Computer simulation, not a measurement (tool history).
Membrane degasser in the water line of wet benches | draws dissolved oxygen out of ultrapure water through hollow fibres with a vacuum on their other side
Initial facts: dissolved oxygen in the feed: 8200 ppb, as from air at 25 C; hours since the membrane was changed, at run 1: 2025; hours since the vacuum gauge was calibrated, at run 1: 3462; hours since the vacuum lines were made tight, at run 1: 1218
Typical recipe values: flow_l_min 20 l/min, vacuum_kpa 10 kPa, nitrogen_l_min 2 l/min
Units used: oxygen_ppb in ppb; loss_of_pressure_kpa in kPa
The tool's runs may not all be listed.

run,hour,flow_l_min,vacuum_kpa,nitrogen_l_min,hours since the membrane was changed,hours since the vacuum gauge was calibrated,hours since the vacuum lines were made tight,oxygen_ppb,loss_of_pressure_kpa
1,0,20,10,2,2025,3462,1218,250.4,37.67
2,27.3,20,10,2,2052,3489,1245,252.3,38.15
3,50.6,20,10,2,2075,3513,1269,249.4,37.9
4,89.2,20,10,2.8,2114,3551,1307,206.3,37.66
5,137.6,20,10,2.8,2162,3600,1356,207.5,37.47
6,187.3,20,10,2.8,2212,3649,1405,209.7,37.84
7,232.4,12,10,2,2257,3694,1450,124.8,22.63
8,264.5,12,10,2,2289,3727,1483,125.2,22.72
9,311.9,12,10,2,2336,3774,1530,127.1,22.47
10,347.3,12,10,2,2372,3809,1565,125.4,22.83
11,384.2,12,15.8,2,2409,3846,1602,209.6,22.91
12,432.4,20,10,2,2457,3895,1650,251.9,38
13,475.6,20,17.5,2,2500,3938,1694,413.4,37.98
14,523.3,20,10,2,2548,3985,1741,254.4,37.96
15,557.9,20,10,2,2582,4020,1776,252.8,37.9
16,584.1,20,10,2,2609,4046,1802,251.1,37.92
17,634.3,20,10,2,2659,4096,1852,249.5,38.23
18,664.8,14,22.7,5.99,2689,4127,1883,151.5,26.55
19,703.8,19,6.3,0.8,2728,4166,1922,254.8,35.81
20,748.6,23,11.3,0.8,2773,4211,1967,605.8,43.85
21,795.5,23,11.3,0.8,2820,4258,2014,601.8,43.55
22,841.4,23,11.3,0.8,2866,4304,2059,605,43.73
23,876.5,21,20.6,1.51,2901,4339,2095,628.2,39.89
24,898.3,17,6.5,1.46,2923,4360,2116,158.2,31.78
25,947.8,17,6.5,1.46,2972,4410,2166,157.4,32.5
26,981.5,25,6.5,4.9,3006,4444,2200,186.4,47.45
27,1004.1,25,24.1,4.9,3029,4466,2222,393.3,47.42
28,1029.5,25,24.1,4.9,3054,4492,2248,392.7,47.57
29,1079.9,25,24.1,4.9,3104,4542,2298,396.5,47.41

What if the next run were any one of these 5? Each begins from the tool's condition after run 29:
A,1105.6,19,16,4.23,3130,4568,2324,?,?
B,1105.6,25,6.8,4.9,3130,4568,2324,?,?
C,1105.6,24,24.1,4.9,3130,4568,2324,?,?
D,1105.6,13,18.4,1.17,3130,4568,2324,?,?
E,1105.6,25,16.6,4.04,3130,4568,2324,?,?

run,oxygen_ppb,loss_of_pressure_kpa
A,219.8,36.14
B,191.6,47.55
C,371.1,45.49
D,418.3,25.05
E,341,47.27
With no hidden state in the tool, these same runs would have given:
run,oxygen_ppb,loss_of_pressure_kpa
A,212,35.74
B,181.4,47.03
C,361.2,44.99
D,407.1,24.78
E,329.9,46.75
